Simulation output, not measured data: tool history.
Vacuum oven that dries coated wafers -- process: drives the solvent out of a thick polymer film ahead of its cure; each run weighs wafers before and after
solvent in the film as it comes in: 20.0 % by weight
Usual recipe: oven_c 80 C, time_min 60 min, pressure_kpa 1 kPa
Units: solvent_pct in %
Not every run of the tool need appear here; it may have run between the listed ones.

run,hour,oven_c,time_min,pressure_kpa,solvent_pct
1,0,80,60,1,1.43
2,38.3,74,60,1,2.8
3,104.2,80,79,1,1.07
4,161.8,80,60,0.71,1.26
5,198.6,80,60,1,1.46
6,235.4,80,60,1,1.45
7,269.6,80,38,1,2.8
8,341.2,95,60,1,0.5
9,409.9,95,60,1,0.5
10,461.7,80,43,1,2.3
11,533.3,80,43,1,2.32
12,596.1,80,43,1,2.33
# hour 602.8: oven's thermocouples calibrated
13,656.2,80,43,1,2.3
14,723.2,80,43,1,2.29
# hour 767.9: oven's thermocouples calibrated, once more
15,778.4,80,43,1,2.43
16,848.5,92,39,3.29,1.89
17,898.3,91,34,3.76,2.38
18,966.2,76,64,1,2.14
19,1002.8,76,64,1,2.15
20,1039.7,76,64,1,2.14
21,1089.4,76,66,1.74,2.7
22,1141,76,66,1.74,2.71
23,1177,94,53,1.98,1.01
24,1235.3,94,53,1.98,1
25,1302.6,94,53,1.98,1
26,1352.9,94,53,1.98,1.01
27,1390.1,80,32,0.95,3.56
28,1434.2,94,60,1.65,0.84
29,1468,70,65,0.61,3.41
30,1506.1,91,77,0.77,0.51

For some of the steps in solvent_pct from one run to the next: how much would appear even if the tool had no hidden state, given the settings, what came in and random variation, and how much remains for the hidden state plus any gauge scatter that the measured result and the result without hidden state don't share?
Hidden conditions of the tool in this case: true wafer temperature over the reading, C; true pressure over the reading, kPa; drift of the gauge itself on solvent_pct, %.
Run 14 -> 15: oven's thermocouples calibrated, once more. solvent_pct +0.14 %: hidden state +0.14, all else +0.
Run 27 -> 28: oven_c 80 -> 94, time_min 32 -> 60, pressure_kpa 0.95 -> 1.65. solvent_pct -2.72 %: hidden state -0.09, all else -2.63.
Run 28 -> 29: oven_c 94 -> 70, time_min 60 -> 65, pressure_kpa 1.65 -> 0.61. solvent_pct +2.57 %: hidden state +0.15, all else +2.42.
Run 29 -> 30: oven_c 70 -> 91, time_min 65 -> 77, pressure_kpa 0.61 -> 0.77. solvent_pct -2.9 %: hidden state -0.14, all else -2.76.

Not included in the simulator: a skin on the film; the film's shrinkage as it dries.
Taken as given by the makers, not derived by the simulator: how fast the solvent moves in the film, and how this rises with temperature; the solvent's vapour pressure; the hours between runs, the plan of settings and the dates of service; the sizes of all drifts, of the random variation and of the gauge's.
